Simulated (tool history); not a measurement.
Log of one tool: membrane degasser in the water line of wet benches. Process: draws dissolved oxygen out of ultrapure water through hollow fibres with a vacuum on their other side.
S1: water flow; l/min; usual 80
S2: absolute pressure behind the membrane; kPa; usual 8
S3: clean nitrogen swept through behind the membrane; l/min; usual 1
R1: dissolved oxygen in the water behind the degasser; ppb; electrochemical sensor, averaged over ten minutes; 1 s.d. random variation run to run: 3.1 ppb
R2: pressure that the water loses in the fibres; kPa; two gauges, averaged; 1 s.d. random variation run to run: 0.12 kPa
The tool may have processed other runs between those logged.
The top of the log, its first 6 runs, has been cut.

{"run": 7, "hour": 279.4, "S1": 80, "S2": 7.93, "S3": 1, "R1": 765.5, "R2": 31.21}
{"run": 8, "hour": 324.2, "S1": 80, "S2": 8, "S3": 1, "R1": 777.9, "R2": 31.31}
{"run": 9, "hour": 384.9, "S1": 80, "S2": 16.82, "S3": 1, "R1": 1704.7, "R2": 31.54}
{"run": 10, "hour": 420.6, "S1": 93, "S2": 8, "S3": 1, "R1": 916.8, "R2": 36.47}
{"run": 11, "hour": 457.1, "S1": 93, "S2": 8, "S3": 1, "R1": 927.5, "R2": 36.06}
{"run": 12, "hour": 485.3, "S1": 80, "S2": 8, "S3": 1, "R1": 779, "R2": 31.32}
{"run": 13, "hour": 520.9, "S1": 80, "S2": 8, "S3": 0.51, "R1": 1064.6, "R2": 31.23}
{"run": 14, "hour": 558.0, "S1": 57, "S2": 8, "S3": 1, "R1": 545.6, "R2": 22.39}
{"hour": 561.3, "done": "vacuum gauge calibrated"}
{"run": 15, "hour": 604.3, "S1": 80, "S2": 8, "S3": 1, "R1": 786.6, "R2": 31.33}
{"run": 16, "hour": 653.2, "S1": 80, "S2": 8, "S3": 0.74, "R1": 912.7, "R2": 31.31}
{"run": 17, "hour": 684.9, "S1": 80, "S2": 8, "S3": 0.74, "R1": 905, "R2": 31.11}
{"run": 18, "hour": 744.2, "S1": 80, "S2": 8, "S3": 0.74, "R1": 904.5, "R2": 31.35}
{"run": 19, "hour": 776.2, "S1": 99, "S2": 8, "S3": 0.74, "R1": 1125.8, "R2": 38.67}
{"hour": 821.7, "done": "vacuum gauge calibrated, once more"}
{"run": 20, "hour": 821.7, "S1": 100, "S2": 8, "S3": 1, "R1": 979.5, "R2": 39.34}
{"run": 21, "hour": 882.6, "S1": 100, "S2": 13.32, "S3": 1, "R1": 1613.8, "R2": 39.22}
{"run": 22, "hour": 928.0, "S1": 116, "S2": 8, "S3": 1.52, "R1": 1011.9, "R2": 45.87}
{"run": 23, "hour": 989.6, "S1": 56, "S2": 9.63, "S3": 1.03, "R1": 659.1, "R2": 21.91}
{"run": 24, "hour": 1022.1, "S1": 80, "S2": 8.08, "S3": 2.06, "R1": 531, "R2": 31.42}
{"run": 25, "hour": 1059.9, "S1": 90, "S2": 17.21, "S3": 0.78, "R1": 2126.1, "R2": 35.24}
{"run": 26, "hour": 1098.7, "S1": 57, "S2": 7.84, "S3": 1, "R1": 505, "R2": 22.38}
{"run": 27, "hour": 1158.7, "S1": 57, "S2": 7.84, "S3": 1, "R1": 511, "R2": 22.4}
{"run": 28, "hour": 1197.2, "S1": 100, "S2": 14.32, "S3": 1.85, "R1": 1284.1, "R2": 39.25}
{"run": 29, "hour": 1261.3, "S1": 100, "S2": 14.32, "S3": 0.83, "R1": 1883, "R2": 39.35}
{"run": 30, "hour": 1296.2, "S1": 100, "S2": 14.32, "S3": 0.83, "R1": 1887.1, "R2": 39.33}
{"run": 31, "hour": 1344.7, "S1": 100, "S2": 14.32, "S3": 0.83, "R1": 1882.5, "R2": 39.35}

Predict each of these 4 candidate next runs independently; none follows another, all start after run 31:
{"run": "A", "hour": 1382.1, "S1": 118, "S2": 17.85, "S3": 0.83, "R1": "?", "R2": "?"}
{"run": "B", "hour": 1382.1, "S1": 80, "S2": 8, "S3": 1.09, "R1": "?", "R2": "?"}
{"run": "C", "hour": 1382.1, "S1": 62, "S2": 9.92, "S3": 0.83, "R1": "?", "R2": "?"}
{"run": "D", "hour": 1382.1, "S1": 84, "S2": 8, "S3": 1, "R1": "?", "R2": "?"}

run=A R1=2575.5 R2=46.45
run=B R1=727.1 R2=31.55
run=C R1=856.4 R2=24.64
run=D R1=801.4 R2=33.08
With no hidden state in the tool, these same runs would have given:
run=A R1=2581.4 R2=46.11
run=B R1=722.7 R2=31.32
run=C R1=856.4 R2=24.46
run=D R1=797.2 R2=32.84
